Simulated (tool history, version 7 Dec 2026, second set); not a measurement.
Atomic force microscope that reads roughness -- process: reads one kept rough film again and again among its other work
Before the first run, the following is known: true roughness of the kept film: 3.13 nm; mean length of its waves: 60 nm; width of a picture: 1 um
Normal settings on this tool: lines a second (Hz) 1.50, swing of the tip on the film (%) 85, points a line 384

| run | hour | lines a second (Hz) | swing of the tip on the film (%) | points a line | roughness of the kept film (nm (root mean square)) |
|---|---|---|---|---|---|
| 1 | 0.0 | 1.50 | 85 | 384 | 2.872 |
| 2 | 14.2 | 1.50 | 85 | 384 | 2.852 |
| 3 | 30.2 | 1.50 | 85 | 961 | 2.842 |
| 4 | 45.3 | 1.50 | 85 | 961 | 2.860 |
| 5 | 60.8 | 1.50 | 85 | 961 | 2.838 |
| 6 | 71.4 | 1.50 | 85 | 961 | 2.828 |
| 7 | 85.5 | 1.13 | 85 | 384 | 2.871 |
| 8 | 97.4 | 1.13 | 85 | 384 | 2.865 |
| 9 | 106.2 | 1.13 | 60 | 384 | 2.959 |
| 10 | 116.2 | 1.13 | 60 | 384 | 2.959 |
|  | 129.6 | new tip fitted |
| 11 | 129.6 | 1.13 | 60 | 384 | 3.039 |
| 12 | 139.8 | 1.13 | 60 | 384 | 3.024 |
| 13 | 155.5 | 1.13 | 60 | 384 | 3.017 |
| 14 | 170.4 | 1.50 | 68 | 384 | 2.971 |
| 15 | 179.0 | 1.50 | 68 | 384 | 2.962 |
| 16 | 195.1 | 1.50 | 68 | 384 | 2.955 |
| 17 | 203.9 | 0.93 | 85 | 384 | 2.906 |
| 18 | 211.2 | 2.31 | 85 | 311 | 2.737 |
| 19 | 219.0 | 2.31 | 85 | 311 | 2.736 |
| 20 | 227.1 | 1.98 | 62 | 451 | 2.952 |
| 21 | 240.4 | 0.89 | 70 | 770 | 2.965 |
| 22 | 247.4 | 0.89 | 70 | 770 | 2.961 |
| 23 | 261.7 | 1.50 | 63 | 384 | 2.940 |
| 24 | 273.8 | 1.50 | 63 | 384 | 2.941 |
| 25 | 282.6 | 1.50 | 79 | 384 | 2.845 |
| 26 | 293.0 | 1.50 | 79 | 384 | 2.831 |
|  | 295.2 | new tip fitted |
| 27 | 309.7 | 2.20 | 66 | 488 | 2.963 |
| 28 | 323.3 | 1.50 | 85 | 653 | 2.858 |
| 29 | 330.7 | 3.09 | 77 | 387 | 2.796 |
| 30 | 345.9 | 1.92 | 85 | 384 | 2.796 |
| 31 | 360.1 | 0.66 | 85 | 884 | 2.959 |
| 32 | 370.9 | 1.09 | 57 | 421 | 3.015 |
| 33 | 386.6 | 1.03 | 77 | 726 | 2.938 |
| 34 | 403.0 | 1.50 | 64 | 953 | 2.968 |

3 ways to go on from here, each from the tool as it stands after run 34. What would each give?
| A | 413.9 | 1.50 | 76 | 384 | ? |
| B | 413.9 | 1.50 | 86 | 600 | ? |
| C | 413.9 | 0.81 | 55 | 410 | ? |

| run | roughness of the kept film (nm (root mean square)) |
|---|---|
| A | 2.894 |
| B | 2.808 |
| C | 2.991 |
Take away the tool's hidden state, keep each run's random variation, and the runs would have read:
| run | roughness of the kept film (nm (root mean square)) |
|---|---|
| A | 2.946 |
| B | 2.859 |
| C | 3.046 |
